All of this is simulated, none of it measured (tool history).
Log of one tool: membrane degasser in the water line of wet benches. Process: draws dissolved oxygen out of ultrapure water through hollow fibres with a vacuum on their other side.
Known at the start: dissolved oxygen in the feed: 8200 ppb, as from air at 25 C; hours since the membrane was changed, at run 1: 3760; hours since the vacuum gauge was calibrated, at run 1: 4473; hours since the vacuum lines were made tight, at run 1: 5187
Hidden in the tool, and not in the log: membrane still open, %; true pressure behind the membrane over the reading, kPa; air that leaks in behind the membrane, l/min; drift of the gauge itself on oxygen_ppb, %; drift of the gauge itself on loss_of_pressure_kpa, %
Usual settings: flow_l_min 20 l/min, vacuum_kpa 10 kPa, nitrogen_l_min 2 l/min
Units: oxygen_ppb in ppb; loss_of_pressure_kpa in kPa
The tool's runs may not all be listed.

run	hour	flow_l_min	vacuum_kpa	nitrogen_l_min	hours since the membrane was changed	hours since the vacuum gauge was calibrated	hours since the vacuum lines were made tight	oxygen_ppb	loss_of_pressure_kpa
1	0	20	10	2	3760	4473	5187	163.6	46.2
2	100.1	20	10	2	3860	4574	5287	163.5	46.55
3	193.6	20	10	2	3953	4667	5381	163.9	46.36
4	313.1	20	10	2	4073	4787	5500	164.1	46.4
5	400.2	20	10	2	4160	4874	5588	164.2	46.47
6	464.5	20	7.9	2	4224	4938	5652	115.3	46.32
7	565.5	20	7.9	2	4325	5039	5753	115.6	46.37
8	644.3	20	7.9	2	4404	5118	5832	116	46.44
9	716.5	20	7.9	2	4476	5190	5904	115.7	46.24
10	820.2	16	10	2	4580	5294	6008	132.9	37.06
11	886.1	20	10	4.18	4646	5360	6074	83.4	46.54
12	941.3	20	10	4.18	4701	5415	6129	83.2	46.12
13	1032.8	20	10	4.18	4792	5506	6220	83.3	46.44
14	1087.9	20	10	4.18	4847	5561	6275	83.5	46.21
15	1218.4	20	21.9	2	4978	5692	6406	428.9	46.46
16	1329.1	20	21.9	2	5089	5803	6516	429.6	46.32
# hour 1349.7: vacuum gauge calibrated
17	1452.1	15	7.3	3.51	5211	102	6639	44.6	34.78
18	1575.3	15	7.3	3.51	5334	226	6762	44.6	34.82
19	1683.8	27	17.5	3.51	5443	334	6871	265.9	62.76
20	1737.7	26	13.4	3.51	5497	388	6925	186.1	60.31
21	1845.2	18	10	2	5604	496	7032	147.4	42
22	1978.7	13	11.3	0.93	5738	629	7166	259.6	30.01
23	2092.3	13	11.3	4.88	5851	743	7279	54.8	30.21
24	2154.1	26	11.3	4.88	5913	804	7341	111.8	60.44
25	2237.3	26	11.3	4.88	5996	888	7424	112.2	60.49
26	2360.4	20	10	0.9	6119	1011	7547	328.1	46.42
27	2438.1	20	7.1	2.09	6197	1088	7625	92.2	46.56
28	2547.3	15	10.5	1.87	6306	1198	7734	141.6	34.99
29	2632.6	23	12.1	2	6392	1283	7820	241.3	53.81
30	2695.5	28	8.3	1.15	6455	1346	7882	274.9	65.23
31	2811.7	18	7.3	1.15	6571	1462	7999	149.8	42
32	2878.1	23	10	1.12	6637	1528	8065	309.5	53.87

The same runs without the tool's hidden state, with the same run-to-run variation:
run	oxygen_ppb	loss_of_pressure_kpa
1	160.3	45.79
2	160.1	46.13
3	160.4	45.94
4	160.6	45.96
5	160.7	46.03
6	112.1	45.87
7	112.3	45.91
8	112.6	45.96
9	112.2	45.76
10	129.6	36.67
11	81.2	46.04
12	81	45.62
13	81.1	45.93
14	81.3	45.69
15	423.2	45.93
16	423.8	45.78
17	43.5	34.36
18	43.5	34.39
19	262.9	61.98
20	183.5	59.54
21	144.9	41.45
22	255.2	29.61
23	53.5	29.8
24	109.7	59.61
25	110	59.65
26	323.5	45.77
27	89.8	45.89
28	138.7	34.48
29	237.5	53.01
30	270	64.26
31	146.2	41.36
32	304.6	53.04
